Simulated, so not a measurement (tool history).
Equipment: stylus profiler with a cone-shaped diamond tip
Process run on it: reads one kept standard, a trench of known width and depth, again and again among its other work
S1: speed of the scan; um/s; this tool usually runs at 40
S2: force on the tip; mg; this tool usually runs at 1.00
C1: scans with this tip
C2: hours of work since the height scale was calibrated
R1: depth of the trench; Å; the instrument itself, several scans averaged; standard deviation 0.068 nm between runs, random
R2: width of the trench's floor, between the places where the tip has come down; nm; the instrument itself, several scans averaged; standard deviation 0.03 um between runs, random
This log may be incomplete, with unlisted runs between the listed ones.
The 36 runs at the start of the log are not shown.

| run | hour | S1 | S2 | C1 | C2 | R1 | R2 |
|---|---|---|---|---|---|---|---|
| 37 | 1782.5 | 17 | 1.33 | 10346 | 819 | 2015.5 | 97880 |
| 38 | 1813.0 | 96 | 0.99 | 10610 | 839 | 2011.9 | 97620 |
| 39 | 1873.6 | 39 | 1.00 | 11134 | 881 | 2012.5 | 97760 |
| 40 | 1938.8 | 10 | 0.83 | 11696 | 925 | 2012.7 | 97820 |
| 41 | 2002.0 | 125 | 0.71 | 12242 | 968 | 2012.0 | 97380 |
| 42 | 2054.3 | 40 | 0.91 | 12694 | 1004 | 2013.3 | 97630 |
| 43 | 2116.3 | 156 | 0.91 | 13229 | 1047 | 2013.4 | 97360 |
| 44 | 2187.0 | 156 | 0.91 | 13839 | 1095 | 2012.9 | 97280 |
| 45 | 2238.7 | 156 | 0.91 | 14285 | 1130 | 2012.8 | 97260 |
| 46 | 2281.1 | 156 | 0.91 | 14651 | 1159 | 2014.5 | 97290 |
| 47 | 2329.9 | 12 | 1.00 | 15073 | 1192 | 2013.9 | 97630 |

Consider 3 possible next runs. They are alternatives, not a sequence: every one starts from the tool as it was left by run 47. What does each give?
| A | 2386.8 | 28 | 2.85 | 15564 | 1231 | ? | ? |
| B | 2386.8 | 14 | 1.40 | 15564 | 1231 | ? | ? |
| C | 2386.8 | 40 | 1.35 | 15564 | 1231 | ? | ? |

| run | R1 | R2 |
|---|---|---|
| A | 2026.1 | 97630 |
| B | 2016.7 | 97710 |
| C | 2016.7 | 97660 |
Take away the tool's hidden state, keep each run's random variation, and the runs would have read:
| run | R1 | R2 |
|---|---|---|
| A | 2022.6 | 98190 |
| B | 2013.2 | 98260 |
| C | 2013.2 | 98220 |

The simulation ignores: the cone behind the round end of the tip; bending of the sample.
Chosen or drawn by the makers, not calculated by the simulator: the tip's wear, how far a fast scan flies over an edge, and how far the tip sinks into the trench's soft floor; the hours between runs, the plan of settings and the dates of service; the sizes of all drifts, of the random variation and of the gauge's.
